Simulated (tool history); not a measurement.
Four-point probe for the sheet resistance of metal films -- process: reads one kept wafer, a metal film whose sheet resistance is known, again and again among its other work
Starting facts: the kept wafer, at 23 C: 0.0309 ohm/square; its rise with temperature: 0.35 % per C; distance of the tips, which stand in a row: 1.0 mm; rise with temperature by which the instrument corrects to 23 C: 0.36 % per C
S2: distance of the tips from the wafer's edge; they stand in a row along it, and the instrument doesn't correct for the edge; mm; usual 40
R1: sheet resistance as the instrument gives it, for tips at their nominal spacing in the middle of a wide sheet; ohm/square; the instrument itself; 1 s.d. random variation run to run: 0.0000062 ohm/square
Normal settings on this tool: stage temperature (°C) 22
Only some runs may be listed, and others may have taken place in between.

Run 1, hour 0.0: usual settings. Result: R1 0.030846 ohm/square.
Run 2, hour 99.7: usual settings but S2 34 mm. Result: R1 0.030865 ohm/square.
Run 3, hour 165.7: usual settings. Result: R1 0.030858 ohm/square.
Run 4, hour 250.0: usual settings. Result: R1 0.030864 ohm/square.
Run 5, hour 314.8: usual settings. Result: R1 0.030861 ohm/square.
Run 6, hour 396.1: usual settings. Result: R1 0.030878 ohm/square.
Run 7, hour 458.5: usual settings. Result: R1 0.030881 ohm/square.
Run 8, hour 523.2: usual settings. Result: R1 0.030874 ohm/square.
Run 9, hour 598.7: usual settings. Result: R1 0.030890 ohm/square.
Run 10, hour 687.7: usual settings but stage temperature (°C) 27, S2 70 mm. Result: R1 0.030846 ohm/square.
Run 11, hour 729.2: usual settings but stage temperature (°C) 26, S2 37 mm. Result: R1 0.030860 ohm/square.
Run 12, hour 781.6: usual settings but stage temperature (°C) 26, S2 37 mm. Result: R1 0.030860 ohm/square.
Run 13, hour 883.9: usual settings but stage temperature (°C) 26, S2 37 mm. Result: R1 0.030870 ohm/square.
Run 14, hour 974.9: usual settings but stage temperature (°C) 27, S2 5 mm. Result: R1 0.031504 ohm/square.
Run 15, hour 1059.7: usual settings but stage temperature (°C) 30, S2 59 mm. Result: R1 0.030846 ohm/square.
Run 16, hour 1127.1: usual settings but S2 24 mm. Result: R1 0.030930 ohm/square.
Run 17, hour 1201.3: usual settings but stage temperature (°C) 35, S2 35 mm. Result: R1 0.030831 ohm/square.
Run 18, hour 1265.0: usual settings but stage temperature (°C) 35, S2 18 mm. Result: R1 0.030876 ohm/square.

Below are 4 alternative next runs, each starting from the tool's condition after run 18. Predict each:
Run A, hour 1364.6: usual settings but stage temperature (°C) 19, S2 18 mm. Result: R1 ?.
Run B, hour 1364.6: usual settings but stage temperature (°C) 23, S2 5 mm. Result: R1 ?.
Run C, hour 1364.6: usual settings but stage temperature (°C) 33, S2 7 mm. Result: R1 ?.
Run D, hour 1364.6: usual settings but stage temperature (°C) 25, S2 5 mm. Result: R1 ?.

run        R1
  A  0.030971
  B  0.031542
  C  0.031175
  D  0.031536
Without the tool's unlogged condition, the same runs would have read:
run        R1
  A  0.030972
  B  0.031544
  C  0.031179
  D  0.031539
